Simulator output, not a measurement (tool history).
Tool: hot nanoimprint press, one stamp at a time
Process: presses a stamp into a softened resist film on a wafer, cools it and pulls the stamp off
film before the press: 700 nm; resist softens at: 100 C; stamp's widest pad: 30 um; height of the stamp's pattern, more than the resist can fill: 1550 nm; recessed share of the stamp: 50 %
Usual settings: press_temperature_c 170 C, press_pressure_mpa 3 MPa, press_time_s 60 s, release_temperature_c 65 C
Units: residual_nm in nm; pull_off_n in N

| run | hour | press_temperature_c | press_pressure_mpa | press_time_s | release_temperature_c | residual_nm | pull_off_n |
|---|---|---|---|---|---|---|---|
| 1 | 0 | 170 | 3 | 60 | 65 | 397.1 | 226 |
| 2 | 19 | 170 | 3 | 37 | 65 | 460.4 | 229 |
| 3 | 47.3 | 170 | 2.83 | 37 | 65 | 469.8 | 231 |
| 4 | 62.1 | 170 | 2.83 | 37 | 65 | 462.2 | 233 |
|  | 67.3 | plate thermocouple calibrated |
| 5 | 93.7 | 170 | 2.53 | 37 | 65 | 468.1 | 230 |
| 6 | 114.3 | 170 | 2.53 | 37 | 65 | 463.6 | 231 |
| 7 | 144.5 | 170 | 2.53 | 37 | 65 | 462.9 | 234 |
|  | 176.7 | plate thermocouple calibrated, once more |
| 8 | 176.7 | 170 | 2.91 | 97 | 73 | 353.5 | 205 |
| 9 | 193.5 | 170 | 2.91 | 97 | 60 | 354.5 | 277 |
| 10 | 212.2 | 170 | 2.91 | 97 | 60 | 354.7 | 280 |
|  | 227.9 | stamp cleaned and given a new release coat |
| 11 | 244.3 | 170 | 4.69 | 35 | 73 | 424.4 | 188 |

Forecast each of these 4 alternatives for the next run:
| A | 268.1 | 170 | 1.81 | 102 | 63 | ? | ? |
| B | 268.1 | 167 | 3 | 111 | 71 | ? | ? |
| C | 268.1 | 164 | 3 | 60 | 65 | ? | ? |
| D | 268.1 | 172 | 4.23 | 60 | 52 | ? | ? |

| run | residual_nm | pull_off_n |
|---|---|---|
| A | 409.3 | 240 |
| B | 389 | 200 |
| C | 525 | 227 |
| D | 331.6 | 297 |
Without the tool's hidden state the same runs would have given:
| run | residual_nm | pull_off_n |
|---|---|---|
| A | 416 | 239 |
| B | 394.4 | 199 |
| C | 530 | 226 |
| D | 334.5 | 295 |
